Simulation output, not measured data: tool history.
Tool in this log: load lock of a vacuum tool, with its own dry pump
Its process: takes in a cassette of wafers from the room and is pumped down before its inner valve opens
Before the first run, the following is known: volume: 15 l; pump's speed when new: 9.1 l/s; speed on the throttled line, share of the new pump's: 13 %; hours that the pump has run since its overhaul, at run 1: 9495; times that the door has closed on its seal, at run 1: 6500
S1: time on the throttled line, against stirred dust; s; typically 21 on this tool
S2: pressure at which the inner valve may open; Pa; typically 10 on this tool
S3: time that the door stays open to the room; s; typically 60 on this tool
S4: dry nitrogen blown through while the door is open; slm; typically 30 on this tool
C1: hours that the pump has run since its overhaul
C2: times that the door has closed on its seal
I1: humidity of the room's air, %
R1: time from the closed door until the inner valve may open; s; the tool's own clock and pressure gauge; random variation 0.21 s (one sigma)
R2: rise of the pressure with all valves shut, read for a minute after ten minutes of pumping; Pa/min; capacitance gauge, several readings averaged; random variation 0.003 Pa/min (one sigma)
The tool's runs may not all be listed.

Run 1, day 0: usual settings; C1 9495; C2 6500; I1 44. Result: R1 35.5 s, R2 0.065 Pa/min.
Run 2, day 3.488: usual settings but S4 24 slm; C1 9579; C2 6703; I1 44.9. Result: R1 35 s, R2 0.067 Pa/min.
Run 3, day 7.333: usual settings but S4 24 slm; C1 9671; C2 6927; I1 45.1. Result: R1 35.5 s, R2 0.071 Pa/min.
Run 4, day 12.546: usual settings but S4 15 slm; C1 9797; C2 7231; I1 46.7. Result: R1 35.3 s, R2 0.09 Pa/min.
Run 5, day 16.608: usual settings but S4 15 slm; C1 9894; C2 7468; I1 46. Result: R1 35.4 s, R2 0.085 Pa/min.
Run 6, day 22.946: usual settings but S1 12 s, S4 15 slm; C1 10046; C2 7838; I1 45.3. Result: R1 27.9 s, R2 0.095 Pa/min.
Run 7, day 28.112: usual settings but S1 12 s, S4 15 slm; C1 10170; C2 8139; I1 44.7. Result: R1 28 s, R2 0.093 Pa/min.
Run 8, day 34: usual settings but S1 12 s, S4 15 slm; C1 10311; C2 8482; I1 43.1. Result: R1 28 s, R2 0.09 Pa/min.
Run 9, day 37.621: usual settings but S3 37 s; C1 10398; C2 8693; I1 46.7. Result: R1 35.7 s, R2 0.061 Pa/min.
Run 10, day 42.1: usual settings but S3 37 s, S4 6 slm; C1 10506; C2 8955; I1 47. Result: R1 35.5 s, R2 0.101 Pa/min.
Run 11, day 45.304: usual settings but S3 122 s; C1 10583; C2 9141; I1 45.4. Result: R1 35.5 s, R2 0.09 Pa/min.
Run 12, day 50.742: usual settings but S4 11 slm; C1 10713; C2 9459; I1 44.9. Result: R1 35.8 s, R2 0.096 Pa/min.
Run 13, day 55.817: usual settings; C1 10835; C2 9754; I1 45. Result: R1 35.5 s, R2 0.067 Pa/min.
Run 14, day 62.196: usual settings; C1 10988; C2 10126; I1 44.5. Result: R1 35.9 s, R2 0.067 Pa/min.
Run 15, day 64.979: usual settings; C1 11055; C2 10288; I1 45.2. Result: R1 36.1 s, R2 0.071 Pa/min.
Run 16, day 68.45: usual settings; C1 11138; C2 10491; I1 42.3. Result: R1 35.9 s, R2 0.068 Pa/min.
Run 17, day 71.304: usual settings; C1 11207; C2 10657; I1 45.2. Result: R1 35.6 s, R2 0.074 Pa/min.
Run 18, day 76.862: usual settings; C1 11340; C2 10982; I1 44.4. Result: R1 35.8 s, R2 0.077 Pa/min.
Run 19, day 79.854: usual settings; C1 11412; C2 11156; I1 42. Result: R1 36.2 s, R2 0.069 Pa/min.
Run 20, day 86.133: usual settings; C1 11563; C2 11522; I1 43.9. Result: R1 35.4 s, R2 0.071 Pa/min.
Run 21, day 88.908: usual settings but S2 11 Pa, S4 37 slm; C1 11629; C2 11684; I1 45.1. Result: R1 35.5 s, R2 0.077 Pa/min.
Run 22, day 95.725: usual settings but S1 13 s, S2 19 Pa, S3 55 s, S4 41 slm; C1 11793; C2 12081; I1 43.5. Result: R1 27.6 s, R2 0.069 Pa/min.
Run 23, day 99.771: usual settings but S1 32 s, S4 6 slm; C1 11890; C2 12317; I1 43.4. Result: R1 45.4 s, R2 0.12 Pa/min.
Run 24, day 103.967: usual settings but S2 9 Pa, S3 26 s; C1 11991; C2 12562; I1 40.4. Result: R1 36.5 s, R2 0.064 Pa/min.
Run 25, day 107.908: usual settings but S2 9 Pa, S3 26 s; C1 12085; C2 12792; I1 43.6. Result: R1 36.4 s, R2 0.055 Pa/min.
Run 26, day 114.367: usual settings but S2 9 Pa, S3 26 s; C1 12240; C2 13168; I1 44.5. Result: R1 36.5 s, R2 0.059 Pa/min.
Run 27, day 119.146: usual settings but S2 15 Pa, S3 197 s; C1 12355; C2 13447; I1 42.3. Result: R1 35.4 s, R2 0.11 Pa/min.
Run 28, day 122.554: usual settings but S1 20 s, S2 15 Pa, S3 197 s, S4 20 slm; C1 12437; C2 13646; I1 47.2. Result: R1 34.2 s, R2 0.141 Pa/min.
Run 29, day 128.383: usual settings but S1 34 s, S2 13 Pa, S3 92 s, S4 20 slm; C1 12577; C2 13986; I1 44.5. Result: R1 46.6 s, R2 0.101 Pa/min.
Run 30, day 132.204: usual settings but S1 11 s, S3 122 s; C1 12668; C2 14208; I1 44.9. Result: R1 28 s, R2 0.104 Pa/min.
Run 31, day 136.229: usual settings but S1 29 s, S3 48 s; C1 12765; C2 14443; I1 45.4. Result: R1 42.9 s, R2 0.076 Pa/min.
Run 32, day 141.454: usual settings but S2 7 Pa; C1 12890; C2 14748; I1 45.1. Result: R1 37 s, R2 0.084 Pa/min.
Run 33, day 146.596: usual settings but S1 27 s, S4 13 slm; C1 13014; C2 15047; I1 44.5. Result: R1 41.5 s, R2 0.108 Pa/min.
Run 34, day 151.788: usual settings but S1 17 s, S2 16 Pa, S3 26 s, S4 11 slm; C1 13138; C2 15350; I1 46.5. Result: R1 31.9 s, R2 0.082 Pa/min.
Run 35, day 154.967: usual settings but S1 17 s, S2 16 Pa, S3 26 s, S4 11 slm; C1 13215; C2 15535; I1 41.4. Result: R1 31.8 s, R2 0.084 Pa/min.
Run 36, day 160.775: usual settings but S2 9 Pa, S3 26 s, S4 11 slm; C1 13354; C2 15874; I1 44.1. Result: R1 36.1 s, R2 0.086 Pa/min.

Pick out some run-to-run changes in R1. Of each, how much would a tool without hidden state show as well, from the settings, what came in and chance, and how much is left for the hidden state and any gauge scatter not in both results compared?
Hidden state present: pump's speed, % of a new pump's; leak at the door's seal, Pa l/s; drift of the gauge itself on ready_s, %; drift of the gauge itself on rise_pa_min, %.
Run 22 -> 23: S1 13 -> 32, S2 19 -> 10, S3 55 -> 60, S4 41 -> 6. R1 +17.8 s: hidden state -0.3, all else +18.1.
Run 23 -> 24: S1 32 -> 21, S2 10 -> 9, S3 60 -> 26, S4 6 -> 30. R1 -8.9 s: hidden state +0.4, all else -9.3.
Run 29 -> 30: S1 34 -> 11, S2 13 -> 10, S3 92 -> 122, S4 20 -> 30. R1 -18.6 s: hidden state +0.7, all else -19.3.
Run 30 -> 31: S1 11 -> 29, S3 122 -> 48. R1 +14.9 s: hidden state -0.5, all else +15.4.
